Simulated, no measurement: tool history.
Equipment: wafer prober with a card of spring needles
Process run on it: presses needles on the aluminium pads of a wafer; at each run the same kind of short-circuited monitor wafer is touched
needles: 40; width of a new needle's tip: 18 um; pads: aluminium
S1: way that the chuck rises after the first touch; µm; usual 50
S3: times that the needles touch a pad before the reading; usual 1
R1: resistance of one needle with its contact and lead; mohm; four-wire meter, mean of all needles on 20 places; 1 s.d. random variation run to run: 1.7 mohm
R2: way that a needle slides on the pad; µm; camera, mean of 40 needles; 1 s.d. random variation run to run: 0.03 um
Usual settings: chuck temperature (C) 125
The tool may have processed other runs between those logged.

run 1 day=0 | S1=50 chuck_temperature_(C)=125 S3=1 | R1=326 R2=8.69
-- day=0.458 tips cleaned on abrasive film
run 2 day=0.512 | S1=50 chuck_temperature_(C)=125 S3=1 | R1=217 R2=8.72
-- day=1.375 tips cleaned on abrasive film
run 3 day=1.454 | S1=50 chuck_temperature_(C)=125 S3=1 | R1=228 R2=8.68
run 4 day=1.954 | S1=50 chuck_temperature_(C)=42 S3=1 | R1=333 R2=8.7
-- day=2.271 tips cleaned on abrasive film
run 5 day=2.833 | S1=50 chuck_temperature_(C)=42 S3=1 | R1=332 R2=8.7
-- day=3.229 tips cleaned on abrasive film
run 6 day=3.696 | S1=50 chuck_temperature_(C)=42 S3=1 | R1=320 R2=8.69
-- day=4.167 tips cleaned on abrasive film
run 7 day=4.362 | S1=50 chuck_temperature_(C)=125 S3=1 | R1=283 R2=8.65
run 8 day=4.817 | S1=50 chuck_temperature_(C)=125 S3=1 | R1=335 R2=8.58
-- day=5.079 tips cleaned on abrasive film
run 9 day=5.567 | S1=50 chuck_temperature_(C)=125 S3=1 | R1=321 R2=8.58
-- day=6 tips cleaned on abrasive film
run 10 day=6.412 | S1=50 chuck_temperature_(C)=125 S3=1 | R1=324 R2=8.52
-- day=6.946 tips cleaned on abrasive film
run 11 day=6.958 | S1=50 chuck_temperature_(C)=125 S3=1 | R1=189 R2=8.55
run 12 day=7.521 | S1=50 chuck_temperature_(C)=125 S3=1 | R1=336 R2=8.58
-- day=7.883 tips cleaned on abrasive film
run 13 day=8.238 | S1=50 chuck_temperature_(C)=125 S3=1 | R1=312 R2=8.55
run 14 day=8.696 | S1=50 chuck_temperature_(C)=125 S3=1 | R1=341 R2=8.6
-- day=8.8 tips cleaned on abrasive film
run 15 day=9.3 | S1=50 chuck_temperature_(C)=125 S3=1 | R1=332 R2=8.57
-- day=9.704 tips cleaned on abrasive film
run 16 day=9.917 | S1=50 chuck_temperature_(C)=125 S3=1 | R1=286 R2=8.53
run 17 day=10.471 | S1=50 chuck_temperature_(C)=125 S3=1 | R1=347 R2=8.52
-- day=10.608 tips cleaned on abrasive film
run 18 day=11.067 | S1=50 chuck_temperature_(C)=125 S3=2 | R1=259 R2=8.49
run 19 day=11.467 | S1=50 chuck_temperature_(C)=125 S3=2 | R1=280 R2=8.51
-- day=11.529 tips cleaned on abrasive film
run 20 day=12.342 | S1=34 chuck_temperature_(C)=50 S3=2 | R1=406 R2=5.69
-- day=12.425 tips cleaned on abrasive film
run 21 day=13.129 | S1=67 chuck_temperature_(C)=50 S3=1 | R1=270 R2=11.43
-- day=13.329 tips cleaned on abrasive film
run 22 day=13.746 | S1=67 chuck_temperature_(C)=50 S3=1 | R1=255 R2=11.42
run 23 day=14.167 | S1=67 chuck_temperature_(C)=51 S3=2 | R1=227 R2=11.45
-- day=14.25 tips cleaned on abrasive film
run 24 day=14.575 | S1=67 chuck_temperature_(C)=51 S3=2 | R1=210 R2=11.4
-- day=14.821 height of the first contact set anew
-- day=15.162 tips cleaned on abrasive film
run 25 day=15.467 | S1=67 chuck_temperature_(C)=51 S3=2 | R1=208 R2=11.65
-- day=16.071 tips cleaned on abrasive film
run 26 day=16.283 | S1=67 chuck_temperature_(C)=51 S3=2 | R1=202 R2=11.68
-- day=17.021 tips cleaned on abrasive film
run 27 day=17.042 | S1=67 chuck_temperature_(C)=56 S3=2 | R1=171 R2=11.64
run 28 day=17.796 | S1=42 chuck_temperature_(C)=56 S3=2 | R1=318 R2=7.23
-- day=17.921 tips cleaned on abrasive film
run 29 day=18.321 | S1=42 chuck_temperature_(C)=56 S3=2 | R1=299 R2=7.27
-- day=18.838 tips cleaned on abrasive film
run 30 day=19.092 | S1=42 chuck_temperature_(C)=56 S3=2 | R1=274 R2=7.27
run 31 day=19.612 | S1=36 chuck_temperature_(C)=123 S3=1 | R1=488 R2=6.19
-- day=19.804 tips cleaned on abrasive film
run 32 day=20.204 | S1=36 chuck_temperature_(C)=123 S3=1 | R1=465 R2=6.18
run 33 day=20.642 | S1=53 chuck_temperature_(C)=61 S3=1 | R1=333 R2=9.14

Pick out some run-to-run changes in R1. Of each, how much would a tool without hidden state show as well, from the settings, what came in and chance, and how much is left for the hidden state and any gauge scatter not in both results compared?
Hidden state present: debris on the tips, nm; way that the needles fall short of the set height, um; tips' diameter, um; drift of the gauge itself on contact_mohm, %; drift of the gauge itself on scrub_um, %.
Run 11 -> 12: no setting changed, nothing entered. R1 +147 mohm: hidden state +142, all else +5.
Run 27 -> 28: S1 67 -> 42. R1 +147 mohm: hidden state +142, all else +5.
Run 30 -> 31: S1 42 -> 36, chuck temperature (C) 56 -> 123, S3 2 -> 1. R1 +214 mohm: hidden state +202, all else +12.
